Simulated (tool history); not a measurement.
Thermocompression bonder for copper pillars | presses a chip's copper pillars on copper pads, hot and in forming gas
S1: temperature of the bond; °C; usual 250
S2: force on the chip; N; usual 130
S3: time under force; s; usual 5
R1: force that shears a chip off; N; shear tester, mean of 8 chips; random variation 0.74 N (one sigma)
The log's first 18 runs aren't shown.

run,hour,S1,S2,S3,R1
19,131.7,250,130,5,45.4
20,137.9,250,170,5,55.4
21,147.4,250,130,5,44.0
22,154.0,258,130,4,46.8
# hour 156.1: forming gas filter changed
23,161.1,258,130,4,52.2
# hour 163.5: heater calibrated with a thermocouple chip
24,172.7,260,86,10,47.1
25,180.4,267,106,10,61.4
26,189.6,250,173,4,56.0
# hour 196.5: heater calibrated with a thermocouple chip, once more
27,196.9,250,173,4,62.1
28,203.4,250,173,4,62.5
29,209.3,244,80,12,40.5
30,216.9,244,80,12,41.7
31,225.8,250,121,5,49.1
32,231.4,266,118,3,52.3
33,238.4,250,96,11,50.3
34,243.5,240,79,12,36.8
35,250.5,249,147,12,68.8
36,257.3,249,147,12,70.7
37,266.3,262,92,11,58.4
38,271.9,223,92,4,18.4
39,280.9,223,92,4,19.6
40,290.8,256,132,9,66.4
41,299.3,256,132,9,65.9

Forecast each of these 3 alternatives for the next run:
A,305.9,251,130,11,?
B,305.9,255,88,6,?
C,305.9,240,130,5,?

run,R1
A,63.6
B,40.7
C,42.6
Without the tool's hidden state the same runs would have given:
run,R1
A,66.7
B,43.4
C,45.4
